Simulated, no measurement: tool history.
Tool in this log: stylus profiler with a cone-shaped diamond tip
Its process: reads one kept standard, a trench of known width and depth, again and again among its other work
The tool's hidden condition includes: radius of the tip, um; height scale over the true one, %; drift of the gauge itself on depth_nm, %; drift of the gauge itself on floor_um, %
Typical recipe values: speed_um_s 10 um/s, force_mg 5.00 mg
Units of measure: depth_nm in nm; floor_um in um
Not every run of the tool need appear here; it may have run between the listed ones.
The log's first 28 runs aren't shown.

| run | hour | speed_um_s | force_mg | scans with this tip | hours of work since the height scale was calibrated | depth_nm | floor_um |
|---|---|---|---|---|---|---|---|
| 29 | 1478.9 | 10 | 5.02 | 14596 | 412 | 205.09 | 46.13 |
| 30 | 1516.7 | 12 | 4.97 | 14946 | 437 | 204.91 | 46.13 |
| 31 | 1563.5 | 12 | 4.97 | 15380 | 468 | 204.81 | 46.08 |
| 32 | 1608.8 | 10 | 4.04 | 15801 | 498 | 204.51 | 46.08 |
| 33 | 1639.9 | 2 | 6.15 | 16090 | 518 | 205.70 | 46.02 |
| 34 | 1678.2 | 11 | 13.03 | 16445 | 544 | 209.62 | 46.02 |
| 35 | 1748.3 | 11 | 13.03 | 17096 | 590 | 209.48 | 46.01 |
| 36 | 1818.2 | 11 | 13.03 | 17745 | 636 | 209.43 | 45.94 |
|  | 1871.1 | new tip fitted, height scale calibrated |
| 37 | 1891.1 | 11 | 3.39 | 186 | 13 | 203.74 | 47.13 |
| 38 | 1929.4 | 37 | 9.03 | 541 | 38 | 207.23 | 46.95 |
| 39 | 1993.6 | 6 | 13.81 | 1137 | 81 | 209.72 | 47.02 |
| 40 | 2035.8 | 9 | 2.44 | 1529 | 109 | 203.20 | 46.98 |
| 41 | 2097.2 | 9 | 2.44 | 2099 | 149 | 203.15 | 46.96 |
| 42 | 2158.5 | 9 | 2.72 | 2668 | 190 | 203.24 | 46.91 |
| 43 | 2219.2 | 10 | 3.47 | 3231 | 230 | 203.99 | 46.89 |
| 44 | 2269.9 | 4 | 6.89 | 3702 | 263 | 206.16 | 46.82 |
| 45 | 2325.4 | 4 | 6.89 | 4217 | 300 | 206.11 | 46.78 |

5 options for the next run, each taken on its own from the tool as it stands now. Forecast them:
| A | 2396.4 | 16 | 2.29 | 4877 | 347 | ? | ? |
| B | 2396.4 | 15 | 1.74 | 4877 | 347 | ? | ? |
| C | 2396.4 | 8 | 3.15 | 4877 | 347 | ? | ? |
| D | 2396.4 | 4 | 2.95 | 4877 | 347 | ? | ? |
| E | 2396.4 | 7 | 2.45 | 4877 | 347 | ? | ? |

| run | depth_nm | floor_um |
|---|---|---|
| A | 203.01 | 46.68 |
| B | 202.66 | 46.69 |
| C | 203.97 | 46.73 |
| D | 203.65 | 46.81 |
| E | 203.19 | 46.76 |
Without the tool's unlogged condition, the same runs would have read:
| run | depth_nm | floor_um |
|---|---|---|
| A | 202.80 | 47.10 |
| B | 202.46 | 47.12 |
| C | 203.77 | 47.16 |
| D | 203.45 | 47.23 |
| E | 202.99 | 47.19 |

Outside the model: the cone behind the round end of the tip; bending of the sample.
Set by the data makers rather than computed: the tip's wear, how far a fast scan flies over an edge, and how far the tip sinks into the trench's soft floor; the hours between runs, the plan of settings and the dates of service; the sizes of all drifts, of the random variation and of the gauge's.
